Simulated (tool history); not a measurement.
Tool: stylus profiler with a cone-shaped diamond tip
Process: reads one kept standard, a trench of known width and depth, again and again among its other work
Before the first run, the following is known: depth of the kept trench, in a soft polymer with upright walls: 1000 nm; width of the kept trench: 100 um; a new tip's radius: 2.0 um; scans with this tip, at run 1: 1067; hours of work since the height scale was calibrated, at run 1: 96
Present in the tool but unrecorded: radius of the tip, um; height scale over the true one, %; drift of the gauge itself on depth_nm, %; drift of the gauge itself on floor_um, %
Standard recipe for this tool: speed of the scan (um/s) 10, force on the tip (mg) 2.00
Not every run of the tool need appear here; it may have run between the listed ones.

run,hour,speed of the scan (um/s),force on the tip (mg),scans with this tip,hours of work since the height scale was calibrated,depth of the trench (nm),width of the trench's floor (nm)
1,0.0,10,2.00,1067,96,1006.76,96470
2,18.5,10,2.00,1209,109,1006.86,96440
3,37.5,10,2.00,1356,122,1007.15,96430
4,53.2,10,2.00,1477,133,1006.63,96430
5,70.4,10,2.00,1609,145,1006.86,96400
6,79.0,10,2.00,1675,151,1006.75,96370
7,97.6,10,2.00,1818,164,1007.17,96380
8,112.3,3,1.01,1932,174,1004.50,96390
9,132.4,3,1.01,2086,188,1004.98,96420
# hour 133.9: height scale calibrated on a step standard
10,149.6,3,5.52,2215,11,1013.23,96370
11,163.5,3,5.52,2322,21,1013.88,96370
12,171.8,3,1.22,2386,26,1006.01,96340
13,183.5,3,1.22,2476,34,1005.94,96340

4 ways to go on from here, each from the tool as it stands after run 13. What would each give?
A,193.1,31,1.46,2550,41,?,?
B,193.1,6,4.72,2550,41,?,?
C,193.1,35,2.35,2550,41,?,?
D,193.1,12,2.65,2550,41,?,?

run,depth of the trench (nm),width of the trench's floor (nm)
A,1006.35,96220
B,1012.22,96320
C,1008.66,96310
D,1008.93,96320
With no hidden state in the tool, these same runs would have given:
run,depth of the trench (nm),width of the trench's floor (nm)
A,1004.66,96410
B,1010.52,96500
C,1006.97,96500
D,1007.23,96500
